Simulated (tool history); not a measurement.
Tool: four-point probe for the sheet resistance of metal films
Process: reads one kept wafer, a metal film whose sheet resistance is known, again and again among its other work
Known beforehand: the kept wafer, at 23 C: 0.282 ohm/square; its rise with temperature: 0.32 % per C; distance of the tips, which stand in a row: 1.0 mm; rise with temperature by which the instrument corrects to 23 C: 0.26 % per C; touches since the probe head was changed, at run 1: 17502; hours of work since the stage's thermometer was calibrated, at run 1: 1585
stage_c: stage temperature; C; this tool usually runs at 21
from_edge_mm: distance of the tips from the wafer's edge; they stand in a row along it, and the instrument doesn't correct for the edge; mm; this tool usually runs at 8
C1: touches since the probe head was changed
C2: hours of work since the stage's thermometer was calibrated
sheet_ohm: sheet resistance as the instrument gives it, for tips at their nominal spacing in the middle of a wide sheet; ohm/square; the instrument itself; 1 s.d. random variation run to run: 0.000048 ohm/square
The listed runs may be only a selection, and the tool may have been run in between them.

{"run": 1, "hour": 0.0, "stage_c": 21, "from_edge_mm": 8, "C1": 17502, "C2": 1585, "sheet_ohm": 0.284706}
{"run": 2, "hour": 37.3, "stage_c": 21, "from_edge_mm": 8, "C1": 18220, "C2": 1601, "sheet_ohm": 0.284767}
{"run": 3, "hour": 72.3, "stage_c": 21, "from_edge_mm": 8, "C1": 18894, "C2": 1616, "sheet_ohm": 0.284746}
{"run": 4, "hour": 109.1, "stage_c": 21, "from_edge_mm": 8, "C1": 19603, "C2": 1631, "sheet_ohm": 0.284691}
{"run": 5, "hour": 138.4, "stage_c": 21, "from_edge_mm": 8, "C1": 20167, "C2": 1644, "sheet_ohm": 0.284694}
{"run": 6, "hour": 177.2, "stage_c": 21, "from_edge_mm": 8, "C1": 20914, "C2": 1661, "sheet_ohm": 0.284725}
{"hour": 180.6, "done": "stage's thermometer calibrated"}
{"run": 7, "hour": 200.9, "stage_c": 21, "from_edge_mm": 8, "C1": 21361, "C2": 9, "sheet_ohm": 0.284725}
{"run": 8, "hour": 218.7, "stage_c": 24, "from_edge_mm": 8, "C1": 21703, "C2": 16, "sheet_ohm": 0.285176}
{"run": 9, "hour": 235.3, "stage_c": 24, "from_edge_mm": 8, "C1": 22022, "C2": 24, "sheet_ohm": 0.285151}
{"run": 10, "hour": 258.0, "stage_c": 24, "from_edge_mm": 8, "C1": 22460, "C2": 33, "sheet_ohm": 0.285152}
{"run": 11, "hour": 280.6, "stage_c": 24, "from_edge_mm": 70, "C1": 22894, "C2": 43, "sheet_ohm": 0.28281}
{"hour": 294.5, "done": "stage's thermometer calibrated, once more"}
{"run": 12, "hour": 313.4, "stage_c": 24, "from_edge_mm": 70, "C1": 23515, "C2": 8, "sheet_ohm": 0.283432}
{"run": 13, "hour": 344.9, "stage_c": 24, "from_edge_mm": 70, "C1": 24122, "C2": 22, "sheet_ohm": 0.283468}
{"run": 14, "hour": 362.4, "stage_c": 28, "from_edge_mm": 18, "C1": 24460, "C2": 29, "sheet_ohm": 0.284479}
{"run": 15, "hour": 398.6, "stage_c": 33, "from_edge_mm": 6, "C1": 25156, "C2": 45, "sheet_ohm": 0.288993}
{"run": 16, "hour": 420.4, "stage_c": 29, "from_edge_mm": 7, "C1": 25576, "C2": 54, "sheet_ohm": 0.287359}
{"run": 17, "hour": 445.7, "stage_c": 21, "from_edge_mm": 5, "C1": 26063, "C2": 65, "sheet_ohm": 0.28897}
{"run": 18, "hour": 478.2, "stage_c": 32, "from_edge_mm": 10, "C1": 26687, "C2": 79, "sheet_ohm": 0.286256}
{"run": 19, "hour": 510.8, "stage_c": 26, "from_edge_mm": 10, "C1": 27315, "C2": 93, "sheet_ohm": 0.285363}

What if the next run were any one of these 3? Each begins from the tool's condition after run 19:
{"run": "A", "hour": 537.0, "stage_c": 28, "from_edge_mm": 5, "C1": 27819, "C2": 104, "sheet_ohm": "?"}
{"run": "B", "hour": 537.0, "stage_c": 19, "from_edge_mm": 15, "C1": 27819, "C2": 104, "sheet_ohm": "?"}
{"run": "C", "hour": 537.0, "stage_c": 32, "from_edge_mm": 10, "C1": 27819, "C2": 104, "sheet_ohm": "?"}

run=A sheet_ohm=0.290064
run=B sheet_ohm=0.283311
run=C sheet_ohm=0.286189
Had the tool no hidden state, the same runs would have come out as:
run=A sheet_ohm=0.288751
run=B sheet_ohm=0.282028
run=C sheet_ohm=0.284892
